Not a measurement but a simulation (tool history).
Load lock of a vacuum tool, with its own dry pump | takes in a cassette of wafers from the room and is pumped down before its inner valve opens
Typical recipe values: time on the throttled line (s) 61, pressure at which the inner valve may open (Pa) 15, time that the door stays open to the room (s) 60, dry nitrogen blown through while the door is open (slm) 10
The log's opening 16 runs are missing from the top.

run,hour,time on the throttled line (s),pressure at which the inner valve may open (Pa),time that the door stays open to the room (s),dry nitrogen blown through while the door is open (slm),hours that the pump has run since its overhaul,times that the door has closed on its seal,"incoming humidity of the room's air, %",time from the closed door until the inner valve may open (s),rise of the pressure with all valves shut (Pa/min)
# hour 5337.9: dry pump taken out, an overhauled one fitted
17,5359.1,47,15,60,10,21,6837,41.2,95.4,0.046
18,5634.6,61,15,199,10,297,7652,46.7,107.4,0.128
19,5988.2,61,15,199,10,650,8697,41.9,108.1,0.121
20,6355.8,61,15,199,10,1018,9784,42.4,107,0.122
21,6645.2,61,24,60,8,1307,10639,47.3,104.9,0.054
22,6854.2,61,24,60,8,1516,11257,48.2,105.2,0.062
23,7203.5,61,24,60,8,1866,12290,42.8,104.8,0.058
24,7449.6,61,24,60,8,2112,13017,48.1,104.2,0.063
25,7726.7,61,19,60,40,2389,13836,44.3,105.4,0.036
26,8014.6,36,19,60,30,2677,14688,46.9,85.1,0.041
27,8381.9,50,19,60,30,3044,15773,44.3,97.5,0.042
28,8706.3,50,19,60,30,3368,16732,44.5,97.4,0.035
29,9123.8,50,19,60,30,3786,17966,46.2,97.4,0.041
30,9512.7,31,14,55,10,4175,19116,43.3,82.5,0.044
31,9919.8,31,14,55,10,4582,20320,47.6,83,0.055
32,10204.6,61,18,55,6,4867,21162,43.9,106.6,0.058
# hour 10417.7: door's seal changed, seat wiped
33,10561.7,61,18,55,6,5222,426,44.8,106.5,0.054
34,10868,61,19,60,10,5529,1331,47.5,106.3,0.057
35,11261.9,35,19,60,10,5923,2496,44.4,83.4,0.056
36,11578.4,81,13,60,7,6239,3431,45,125.1,0.051
37,11897.8,87,25,60,12,6558,4376,43,125.7,0.042
38,12257.4,87,25,60,12,6918,5439,43.7,125.5,0.05

Branching from run 38: 3 alternative next runs. What would each branch give?
A,12640.3,38,12,60,10,7301,6571,45.3,?,?
B,12640.3,87,25,60,42,7301,6571,44.8,?,?
C,12640.3,69,13,60,12,7301,6571,44.4,?,?

run,time from the closed door until the inner valve may open (s),rise of the pressure with all valves shut (Pa/min)
A,89,0.054
B,126.2,0.025
C,113.9,0.051
Without the tool's unlogged condition, the same runs would have read:
run,time from the closed door until the inner valve may open (s),rise of the pressure with all valves shut (Pa/min)
A,89,0.054
B,126.2,0.025
C,113.9,0.051

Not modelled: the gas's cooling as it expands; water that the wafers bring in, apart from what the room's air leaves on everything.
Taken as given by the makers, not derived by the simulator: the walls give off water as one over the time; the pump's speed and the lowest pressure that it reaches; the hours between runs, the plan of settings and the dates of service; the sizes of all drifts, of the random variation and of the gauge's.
